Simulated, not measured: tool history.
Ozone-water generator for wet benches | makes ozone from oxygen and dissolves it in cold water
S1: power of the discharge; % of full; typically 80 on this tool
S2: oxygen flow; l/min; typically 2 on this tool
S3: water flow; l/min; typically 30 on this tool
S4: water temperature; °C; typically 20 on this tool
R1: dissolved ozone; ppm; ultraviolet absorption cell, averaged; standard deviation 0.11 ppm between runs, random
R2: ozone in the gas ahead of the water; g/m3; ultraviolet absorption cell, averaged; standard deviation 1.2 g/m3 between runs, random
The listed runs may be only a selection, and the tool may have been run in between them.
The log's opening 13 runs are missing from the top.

Run 14, hour 505.5: usual settings but S2 2.95 l/min. Result: R1 9.3 ppm, R2 163 g/m3.
Run 15, hour 537.6: usual settings but S2 2.95 l/min. Result: R1 9.4 ppm, R2 161.9 g/m3.
Run 16, hour 590.8: usual settings but S3 40 l/min. Result: R1 6.7 ppm, R2 214.2 g/m3.
Run 17, hour 642.5: usual settings but S3 31 l/min. Result: R1 9 ppm, R2 213.3 g/m3.
Run 18, hour 674.2: usual settings but S3 39 l/min. Result: R1 6.7 ppm, R2 211.2 g/m3.
Run 19, hour 702.7: usual settings but S3 39 l/min. Result: R1 6.9 ppm, R2 213.1 g/m3.
Run 20, hour 733.2: usual settings but S3 31 l/min, S4 14 °C. Result: R1 9 ppm, R2 212.3 g/m3.
Run 21, hour 784.6: usual settings but S1 98 % of full. Result: R1 10.4 ppm, R2 238.7 g/m3.
Run 22, hour 839.3: usual settings but S1 47 % of full, S2 1.57 l/min, S3 18 l/min, S4 14 °C. Result: R1 11.2 ppm, R2 180.5 g/m3.
Run 23, hour 878.3: usual settings but S1 47 % of full, S2 1.57 l/min, S3 18 l/min, S4 14 °C. Result: R1 11.3 ppm, R2 180.8 g/m3.
Run 24, hour 903.3: usual settings but S1 47 % of full, S2 1.57 l/min, S3 18 l/min, S4 24 °C. Result: R1 10.4 ppm, R2 180.3 g/m3.
Run 25, hour 960.7: usual settings but S4 27 °C. Result: R1 8.7 ppm, R2 210.5 g/m3.
Run 26, hour 1019.8: usual settings but S4 27 °C. Result: R1 8.8 ppm, R2 211 g/m3.
Run 27, hour 1050.5: usual settings but S1 48 % of full, S2 1.67 l/min, S3 26 l/min, S4 27 °C. Result: R1 7.4 ppm, R2 173.3 g/m3.
At hour 1066.9: gauge calibrated.
Run 28, hour 1102.6: usual settings but S2 2.68 l/min, S3 43 l/min, S4 25 °C. Result: R1 6.2 ppm, R2 175.4 g/m3.
Run 29, hour 1140.4: usual settings but S2 2.68 l/min, S3 23 l/min, S4 15 °C. Result: R1 12.6 ppm, R2 175.5 g/m3.
Run 30, hour 1171: usual settings but S2 1.15 l/min. Result: R1 8.3 ppm, R2 317.6 g/m3.
Run 31, hour 1230.8: usual settings but S1 52 % of full, S4 24 °C. Result: R1 6.9 ppm, R2 164.4 g/m3.
Run 32, hour 1284.1: usual settings but S1 72 % of full, S2 1.75 l/min, S3 31 l/min. Result: R1 8.1 ppm, R2 221.7 g/m3.
Run 33, hour 1321.2: usual settings but S1 100 % of full, S2 2.59 l/min, S4 16 °C. Result: R1 10.8 ppm, R2 204.8 g/m3.

Here are 3 independent what-if runs from the current tool condition. What would each one return?
Run A, hour 1352.7: usual settings but S3 21 l/min. Result: R1 ?, R2 ?.
Run B, hour 1352.7: usual settings but S1 74 % of full, S2 1.31 l/min, S4 23 °C. Result: R1 ?, R2 ?.
Run C, hour 1352.7: usual settings but S1 62 % of full, S2 2.59 l/min, S4 16 °C. Result: R1 ?, R2 ?.

run    R1     R2
  A  13.4  216.4
  B   7.9  274.6
  C   8.2  153.3
With the hidden condition removed and each run's random variation left untouched, the same runs would have given:
run    R1     R2
  A  13.4  218.1
  B   7.9  276.8
  C   8.2  154.5
